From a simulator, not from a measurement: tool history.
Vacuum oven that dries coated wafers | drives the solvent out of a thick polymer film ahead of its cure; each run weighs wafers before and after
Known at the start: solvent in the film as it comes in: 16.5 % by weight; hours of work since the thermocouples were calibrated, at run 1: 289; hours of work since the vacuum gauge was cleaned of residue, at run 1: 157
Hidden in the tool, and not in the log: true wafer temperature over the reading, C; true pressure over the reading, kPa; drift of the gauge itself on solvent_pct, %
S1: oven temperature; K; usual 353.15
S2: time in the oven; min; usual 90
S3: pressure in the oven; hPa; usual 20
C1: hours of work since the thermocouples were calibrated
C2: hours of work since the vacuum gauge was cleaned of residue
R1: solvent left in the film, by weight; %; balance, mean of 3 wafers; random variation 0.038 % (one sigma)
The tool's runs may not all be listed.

| run | day | S1 | S2 | S3 | C1 | C2 | R1 |
|---|---|---|---|---|---|---|---|
| 1 | 0 | 353.15 | 90 | 20 | 289 | 157 | 3.42 |
| 2 | 4.192 | 353.15 | 99 | 20 | 367 | 236 | 2.95 |
| 3 | 9.288 | 353.15 | 99 | 20 | 463 | 332 | 2.93 |
| 4 | 11.729 | 353.15 | 90 | 20 | 509 | 378 | 3.3 |
| 5 | 16.875 | 353.15 | 90 | 20 | 606 | 475 | 3.31 |
| 6 | 19.704 | 353.15 | 90 | 20 | 659 | 528 | 3.32 |
| 7 | 24.225 | 353.15 | 90 | 20 | 744 | 613 | 3.18 |
| 8 | 28.838 | 353.15 | 90 | 20 | 831 | 699 | 3.23 |
| 9 | 31.192 | 353.15 | 90 | 20 | 875 | 744 | 3.21 |
| 10 | 36.025 | 353.15 | 90 | 20 | 966 | 835 | 3.21 |
|  | 36.908 | oven's thermocouples calibrated |
| 11 | 40.775 | 338.15 | 90 | 12 | 73 | 922 | 8.7 |
| 12 | 42.925 | 351.15 | 113 | 31.5 | 113 | 963 | 3.67 |
| 13 | 45.904 | 351.15 | 113 | 31.5 | 169 | 1019 | 3.71 |
| 14 | 49.65 | 349.15 | 117 | 15.1 | 239 | 1089 | 3.62 |
| 15 | 51.825 | 349.15 | 117 | 15.1 | 280 | 1130 | 3.59 |
| 16 | 56.196 | 349.15 | 117 | 15.1 | 363 | 1212 | 3.5 |
| 17 | 61.133 | 349.15 | 117 | 15.1 | 455 | 1305 | 3.58 |
| 18 | 63.304 | 349.15 | 117 | 15.1 | 496 | 1346 | 3.52 |

Some steps in R1 between neighbouring runs. How much of each would the tool show without its hidden state too (settings, what came in, random variation), and how much is left for the hidden state, with any gauge scatter that isn't in both results?
Run 10 -> 11: S1 353.15 -> 338.15, S3 20 -> 12, oven's thermocouples calibrated. R1 +5.49 %: hidden state +0.31, all else +5.18.
